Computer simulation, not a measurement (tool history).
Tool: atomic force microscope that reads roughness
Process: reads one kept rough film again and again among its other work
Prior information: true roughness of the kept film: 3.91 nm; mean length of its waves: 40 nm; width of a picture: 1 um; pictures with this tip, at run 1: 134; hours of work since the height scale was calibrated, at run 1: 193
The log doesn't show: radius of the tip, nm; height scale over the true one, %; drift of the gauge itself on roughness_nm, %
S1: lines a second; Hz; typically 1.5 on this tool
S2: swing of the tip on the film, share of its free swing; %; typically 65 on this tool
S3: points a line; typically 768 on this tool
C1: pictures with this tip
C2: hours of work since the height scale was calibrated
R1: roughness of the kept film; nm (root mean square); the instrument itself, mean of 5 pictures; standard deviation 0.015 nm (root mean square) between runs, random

| run | hour | S1 | S2 | S3 | C1 | C2 | R1 |
|---|---|---|---|---|---|---|---|
| 1 | 0 | 1.5 | 65 | 768 | 134 | 193 | 3.296 |
| 2 | 15 | 1.5 | 65 | 768 | 156 | 199 | 3.223 |
| 3 | 27.1 | 1.5 | 65 | 768 | 174 | 205 | 3.196 |
| 4 | 38.7 | 1.5 | 65 | 768 | 191 | 210 | 3.127 |
| 5 | 46.6 | 1.5 | 65 | 768 | 203 | 214 | 3.117 |
| 6 | 61.5 | 1.5 | 65 | 768 | 225 | 221 | 3.071 |
|  | 63.3 | new tip fitted |
| 7 | 69.7 | 1.5 | 78 | 768 | 9 | 224 | 3.533 |
| 8 | 77 | 1.5 | 78 | 768 | 20 | 228 | 3.494 |
| 9 | 88.3 | 0.97 | 78 | 768 | 37 | 233 | 3.501 |
| 10 | 97.3 | 0.97 | 78 | 768 | 50 | 237 | 3.481 |
| 11 | 105.4 | 3.58 | 78 | 768 | 62 | 240 | 3.25 |
| 12 | 117.5 | 1.5 | 59 | 998 | 80 | 246 | 3.429 |
| 13 | 127.7 | 1.5 | 66 | 309 | 95 | 251 | 3.347 |
| 14 | 142.3 | 1.5 | 78 | 309 | 117 | 257 | 3.241 |
| 15 | 151.4 | 1.5 | 71 | 309 | 130 | 261 | 3.273 |
| 16 | 159.9 | 1.13 | 74 | 378 | 143 | 265 | 3.262 |
| 17 | 173.6 | 2.72 | 67 | 448 | 163 | 272 | 3.15 |
| 18 | 189.1 | 0.64 | 65 | 283 | 187 | 279 | 3.152 |
| 19 | 202.5 | 1.5 | 88 | 520 | 206 | 285 | 2.968 |

Alternative continuations, all from the tool just after run 19; predict every row:
| A | 214.1 | 2.27 | 65 | 296 | 224 | 290 | ? |
| B | 214.1 | 1.5 | 72 | 701 | 224 | 290 | ? |
| C | 214.1 | 3.49 | 55 | 931 | 224 | 290 | ? |

| run | R1 |
|---|---|
| A | 3.041 |
| B | 3.05 |
| C | 3.096 |
Without the tool's hidden state the same runs would have given:
| run | R1 |
|---|---|
| A | 3.599 |
| B | 3.611 |
| C | 3.663 |

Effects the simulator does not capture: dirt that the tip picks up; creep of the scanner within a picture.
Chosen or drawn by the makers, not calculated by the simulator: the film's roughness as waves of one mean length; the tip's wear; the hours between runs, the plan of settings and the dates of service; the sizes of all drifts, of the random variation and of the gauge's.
